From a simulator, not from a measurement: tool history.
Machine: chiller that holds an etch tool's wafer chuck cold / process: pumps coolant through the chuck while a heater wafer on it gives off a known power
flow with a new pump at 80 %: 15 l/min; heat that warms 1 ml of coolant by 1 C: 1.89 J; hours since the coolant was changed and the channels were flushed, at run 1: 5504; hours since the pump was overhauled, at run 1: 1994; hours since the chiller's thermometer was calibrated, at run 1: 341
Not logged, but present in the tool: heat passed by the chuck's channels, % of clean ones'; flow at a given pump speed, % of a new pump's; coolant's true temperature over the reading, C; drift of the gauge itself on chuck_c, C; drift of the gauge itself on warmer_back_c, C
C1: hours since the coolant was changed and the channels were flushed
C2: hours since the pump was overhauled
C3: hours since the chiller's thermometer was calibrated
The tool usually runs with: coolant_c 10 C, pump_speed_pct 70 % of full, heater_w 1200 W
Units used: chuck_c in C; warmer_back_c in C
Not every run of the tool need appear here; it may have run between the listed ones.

run 1 hour=0.0 | coolant_c=10 pump_speed_pct=70 heater_w=1200 | C1=5504 C2=1994 C3=341 | chuck_c=19.5 warmer_back_c=3.09
run 2 hour=64.3 | coolant_c=0 pump_speed_pct=70 heater_w=1200 | C1=5568 C2=2059 C3=405 | chuck_c=9.4 warmer_back_c=3.10
run 3 hour=134.7 | coolant_c=0 pump_speed_pct=70 heater_w=1200 | C1=5638 C2=2129 C3=476 | chuck_c=9.3 warmer_back_c=3.11
run 4 hour=185.1 | coolant_c=0 pump_speed_pct=70 heater_w=1200 | C1=5689 C2=2180 C3=526 | chuck_c=9.4 warmer_back_c=3.06
run 5 hour=268.8 | coolant_c=0 pump_speed_pct=75 heater_w=1200 | C1=5773 C2=2263 C3=610 | chuck_c=9.1 warmer_back_c=2.86
run 6 hour=360.5 | coolant_c=0 pump_speed_pct=75 heater_w=1200 | C1=5864 C2=2355 C3=701 | chuck_c=8.9 warmer_back_c=2.91
run 7 hour=459.6 | coolant_c=0 pump_speed_pct=75 heater_w=1200 | C1=5963 C2=2454 C3=800 | chuck_c=9.0 warmer_back_c=2.84
run 8 hour=505.5 | coolant_c=0 pump_speed_pct=75 heater_w=1200 | C1=6009 C2=2500 C3=846 | chuck_c=9.0 warmer_back_c=2.84
run 9 hour=597.8 | coolant_c=0 pump_speed_pct=75 heater_w=1200 | C1=6102 C2=2592 C3=939 | chuck_c=8.9 warmer_back_c=2.89
run 10 hour=654.9 | coolant_c=0 pump_speed_pct=75 heater_w=1200 | C1=6159 C2=2649 C3=996 | chuck_c=8.8 warmer_back_c=2.90
run 11 hour=725.4 | coolant_c=0 pump_speed_pct=75 heater_w=1200 | C1=6229 C2=2720 C3=1066 | chuck_c=9.1 warmer_back_c=2.88
run 12 hour=779.1 | coolant_c=0 pump_speed_pct=75 heater_w=1200 | C1=6283 C2=2774 C3=1120 | chuck_c=9.0 warmer_back_c=2.89
run 13 hour=864.0 | coolant_c=10 pump_speed_pct=67 heater_w=1513 | C1=6368 C2=2858 C3=1205 | chuck_c=22.5 warmer_back_c=4.04
run 14 hour=916.8 | coolant_c=6 pump_speed_pct=91 heater_w=681 | C1=6421 C2=2911 C3=1258 | chuck_c=10.4 warmer_back_c=1.30
run 15 hour=1010.3 | coolant_c=6 pump_speed_pct=91 heater_w=681 | C1=6514 C2=3005 C3=1351 | chuck_c=10.6 warmer_back_c=1.34
run 16 hour=1072.8 | coolant_c=6 pump_speed_pct=91 heater_w=681 | C1=6577 C2=3067 C3=1414 | chuck_c=10.6 warmer_back_c=1.29
run 17 hour=1121.9 | coolant_c=12 pump_speed_pct=100 heater_w=1401 | C1=6626 C2=3116 C3=1463 | chuck_c=20.9 warmer_back_c=2.45
run 18 hour=1227.2 | coolant_c=10 pump_speed_pct=76 heater_w=822 | C1=6731 C2=3222 C3=1568 | chuck_c=16.2 warmer_back_c=1.97
run 19 hour=1287.5 | coolant_c=2 pump_speed_pct=89 heater_w=1099 | C1=6791 C2=3282 C3=1628 | chuck_c=9.5 warmer_back_c=2.22
run 20 hour=1351.8 | coolant_c=17 pump_speed_pct=62 heater_w=973 | C1=6855 C2=3346 C3=1693 | chuck_c=25.4 warmer_back_c=2.90
run 21 hour=1399.5 | coolant_c=17 pump_speed_pct=62 heater_w=973 | C1=6903 C2=3394 C3=1740 | chuck_c=25.2 warmer_back_c=2.93
run 22 hour=1456.1 | coolant_c=15 pump_speed_pct=82 heater_w=1786 | C1=6960 C2=3451 C3=1797 | chuck_c=28.1 warmer_back_c=3.91

Run 23, settings as shown, results not yet in. Your forecast:
run 23 hour=1547.2 | coolant_c=15 pump_speed_pct=82 heater_w=1786 | C1=7051 C2=3542 C3=1888 | chuck_c=? warmer_back_c=?

chuck_c: 28.2 C
warmer_back_c: 3.96 C
Take away the tool's hidden state, keep the run-to-run variation as it was, and the same run would have given chuck_c 26.4 C, warmer_back_c 3.68 C.
